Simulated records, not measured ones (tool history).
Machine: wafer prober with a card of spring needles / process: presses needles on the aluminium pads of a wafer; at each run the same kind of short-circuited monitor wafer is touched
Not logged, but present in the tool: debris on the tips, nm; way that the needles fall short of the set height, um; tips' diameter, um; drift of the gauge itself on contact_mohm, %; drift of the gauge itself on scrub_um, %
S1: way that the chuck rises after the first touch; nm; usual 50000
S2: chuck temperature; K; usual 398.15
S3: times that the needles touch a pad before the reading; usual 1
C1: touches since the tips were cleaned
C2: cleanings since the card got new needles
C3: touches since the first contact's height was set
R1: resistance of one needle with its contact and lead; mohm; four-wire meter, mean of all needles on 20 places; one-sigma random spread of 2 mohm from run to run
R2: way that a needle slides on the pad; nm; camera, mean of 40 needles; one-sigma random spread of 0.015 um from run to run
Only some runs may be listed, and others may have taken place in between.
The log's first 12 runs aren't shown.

run,hour,S1,S2,S3,C1,C2,C3,R1,R2
13,169.6,50000,398.15,2,6981,35,5254,216,9140
# hour 172.6: tips cleaned on abrasive film
14,189.2,50000,398.15,2,6152,36,12497,219,9160
# hour 193.9: tips cleaned on abrasive film
15,198.5,50000,303.15,2,1704,37,15895,193,9160
16,212.8,49000,398.15,1,6974,37,21165,218,8980
# hour 214.5: tips cleaned on abrasive film
17,225.3,49000,398.15,1,3983,38,25769,217,8960
18,234.2,38000,360.15,1,7269,38,29055,219,6960
# hour 235.8: tips cleaned on abrasive film
19,245.5,50000,331.15,3,3616,39,33220,199,9140
20,255.4,32000,398.15,1,7275,39,36879,240,5830
# hour 257.1: tips cleaned on abrasive film
21,267.5,32000,351.15,2,3855,40,41333,223,5860
# hour 278: tips cleaned on abrasive film
22,284.2,32000,351.15,2,2293,41,47465,222,5860
# hour 298.7: tips cleaned on abrasive film
23,304,32000,351.15,2,1937,42,54740,219,5840
24,318.6,32000,351.15,2,7345,42,60148,221,5840
# hour 320.5: tips cleaned on abrasive film
25,336.5,37000,341.15,1,5888,43,66728,212,6750
# hour 341.4: tips cleaned on abrasive film
26,350.1,66000,341.15,2,3206,44,71741,196,12050
27,359.5,50000,398.15,1,6681,44,75216,218,9130
# hour 363.5: tips cleaned on abrasive film
28,371.9,48000,362.15,1,3138,45,79792,211,8740
# hour 385.7: tips cleaned on abrasive film
29,388.6,48000,362.15,1,1090,46,85936,211,8760
# hour 399.2: gauge calibrated
# hour 406.4: tips cleaned on abrasive film
30,407.7,48000,362.15,1,489,47,92949,212,8810
31,417.6,48000,373.15,2,4148,47,96608,212,8840
# hour 422.6: height of the first contact set anew
32,426.7,38000,398.15,1,7414,47,1516,229,7010
# hour 428.6: tips cleaned on abrasive film
33,438.2,38000,398.15,1,3541,48,5739,224,7010

Here are 3 independent what-if runs from the current tool condition. What would each one return?
A,448,31000,362.15,2,7161,48,9359,?,?
B,448,44000,367.15,1,7161,48,9359,?,?
C,448,50000,301.15,2,7161,48,9359,?,?

run,R1,R2
A,227,5700
B,215,8090
C,192,9190
Had the tool no hidden state, the same runs would have come out as:
run,R1,R2
A,226,5700
B,214,8100
C,191,9200

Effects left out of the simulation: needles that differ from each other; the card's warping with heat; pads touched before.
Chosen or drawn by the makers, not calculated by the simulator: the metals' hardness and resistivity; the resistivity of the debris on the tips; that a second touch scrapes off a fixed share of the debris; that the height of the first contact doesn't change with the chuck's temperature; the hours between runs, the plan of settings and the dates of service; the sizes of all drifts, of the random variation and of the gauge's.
